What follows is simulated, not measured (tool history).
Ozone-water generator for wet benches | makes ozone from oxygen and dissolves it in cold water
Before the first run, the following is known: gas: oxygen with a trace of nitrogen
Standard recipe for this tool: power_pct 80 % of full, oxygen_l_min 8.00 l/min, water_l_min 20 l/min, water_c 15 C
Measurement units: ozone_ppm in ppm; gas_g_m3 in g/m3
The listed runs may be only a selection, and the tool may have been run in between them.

run,hour,power_pct,oxygen_l_min,water_l_min,water_c,ozone_ppm,gas_g_m3
1,0.0,80,8.00,20,15,20.5,132.3
2,159.6,80,8.00,20,15,20.6,130.9
3,309.3,80,8.00,20,15,20.4,129.7
4,435.5,80,8.00,20,21,18.3,130.6
5,541.4,80,8.00,32,15,14.7,128.6
6,732.4,50,8.00,32,15,11.5,99.6
7,938.1,85,8.00,20,15,20.5,128.7
# hour 1110.5: electrodes of the discharge changed
8,1155.9,54,8.00,20,15,21.7,137.2
9,1243.6,80,8.00,20,10,31.0,182.3
10,1411.0,80,8.00,20,10,30.8,181.0
11,1536.4,80,8.00,20,15,28.2,178.9
12,1716.7,80,4.61,20,15,24.8,210.2
13,1896.5,80,8.00,12,15,36.1,175.4
14,1986.8,80,8.00,21,15,26.3,175.9
15,2184.0,80,8.00,21,15,26.5,173.7
16,2301.8,58,6.92,31,15,15.5,146.1
17,2505.8,58,6.92,31,15,15.3,144.6
18,2669.8,58,6.92,31,15,15.4,144.5
# hour 2740.3: water thermometer calibrated
19,2888.2,58,6.92,31,15,15.2,142.7
20,3095.9,80,6.52,19,15,26.3,176.2
21,3279.4,80,6.52,19,15,26.4,177.3
22,3440.7,80,6.52,19,15,25.6,176.7
23,3563.9,45,6.52,22,15,16.1,120.9
24,3744.8,41,7.47,18,21,15.8,107.3
25,3897.2,64,7.47,29,10,18.1,143.8
26,3998.7,78,12.78,30,10,22.6,136.1
27,4184.9,49,5.16,21,11,16.7,133.5

For run 28, what comes out?
28,4276.8,49,5.16,21,11,?,?

{"run 28": {"ozone_ppm": 17.0, "gas_g_m3": 134.4}}
If the tool had no hidden condition, the same run with the same run-to-run variation would have returned ozone_ppm 19.0 ppm, gas_g_m3 146.6 g/m3.

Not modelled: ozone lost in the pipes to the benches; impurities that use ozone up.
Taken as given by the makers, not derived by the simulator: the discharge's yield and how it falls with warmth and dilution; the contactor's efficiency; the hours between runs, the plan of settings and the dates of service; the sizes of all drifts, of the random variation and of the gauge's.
